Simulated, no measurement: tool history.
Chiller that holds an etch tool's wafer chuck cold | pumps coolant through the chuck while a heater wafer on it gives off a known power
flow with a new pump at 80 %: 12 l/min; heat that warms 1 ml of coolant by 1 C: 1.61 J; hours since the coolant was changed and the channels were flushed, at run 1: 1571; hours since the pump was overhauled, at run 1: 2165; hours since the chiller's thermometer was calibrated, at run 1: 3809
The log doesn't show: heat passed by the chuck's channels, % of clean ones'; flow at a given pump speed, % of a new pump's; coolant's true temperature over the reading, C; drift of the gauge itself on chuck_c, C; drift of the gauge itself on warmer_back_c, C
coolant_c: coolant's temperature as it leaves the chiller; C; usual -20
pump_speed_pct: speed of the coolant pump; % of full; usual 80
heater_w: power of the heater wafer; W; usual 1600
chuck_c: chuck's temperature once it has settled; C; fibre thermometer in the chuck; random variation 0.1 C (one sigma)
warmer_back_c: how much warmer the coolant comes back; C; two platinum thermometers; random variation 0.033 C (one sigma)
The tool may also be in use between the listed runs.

| run | hour | coolant_c | pump_speed_pct | heater_w | hours since the coolant was changed and the channels were flushed | hours since the pump was overhauled | hours since the chiller's thermometer was calibrated | chuck_c | warmer_back_c |
|---|---|---|---|---|---|---|---|---|---|
| 1 | 0 | -20 | 80 | 1600 | 1571 | 2165 | 3809 | -8.5 | 5.39 |
| 2 | 61.4 | -20 | 80 | 1600 | 1632 | 2226 | 3870 | -8.2 | 5.4 |
| 3 | 94.1 | -20 | 80 | 1600 | 1665 | 2259 | 3903 | -8.4 | 5.39 |
| 4 | 126.7 | -20 | 80 | 1600 | 1698 | 2292 | 3936 | -8.2 | 5.37 |
| 5 | 168 | -20 | 80 | 1600 | 1739 | 2333 | 3977 | -8.2 | 5.44 |
| 6 | 193.9 | -20 | 80 | 1600 | 1765 | 2359 | 4003 | -8.3 | 5.41 |
| 7 | 249.1 | -20 | 80 | 1600 | 1820 | 2414 | 4058 | -8.1 | 5.43 |
|  | 257 | coolant pump overhauled |
| 8 | 283.7 | -16 | 85 | 1404 | 1850 | 27 | 4088 | -5.9 | 4.62 |
| 9 | 314.1 | -22 | 79 | 903 | 1880 | 57 | 4118 | -14.9 | 3.2 |
| 10 | 374.4 | -20 | 79 | 903 | 1940 | 117 | 4178 | -12.7 | 3.14 |
| 11 | 406.9 | -26 | 95 | 903 | 1973 | 150 | 4211 | -19.7 | 2.67 |
|  | 430 | coolant pump overhauled, once more |
| 12 | 447.7 | -28 | 92 | 963 | 2009 | 18 | 4247 | -21.6 | 2.62 |
| 13 | 478.5 | -22 | 86 | 2372 | 2039 | 48 | 4277 | -6.3 | 6.9 |

Forecast each of these 3 alternatives for the next run:
| A | 529 | -18 | 80 | 1066 | 2090 | 99 | 4328 | ? | ? |
| B | 529 | -22 | 87 | 1236 | 2090 | 99 | 4328 | ? | ? |
| C | 529 | -27 | 79 | 1814 | 2090 | 99 | 4328 | ? | ? |

| run | chuck_c | warmer_back_c |
|---|---|---|
| A | -10.2 | 3.35 |
| B | -13.6 | 3.56 |
| C | -14.1 | 5.72 |
Without the tool's hidden state the same runs would have given:
| run | chuck_c | warmer_back_c |
|---|---|---|
| A | -11.2 | 3.31 |
| B | -14.7 | 3.52 |
| C | -15.5 | 5.65 |
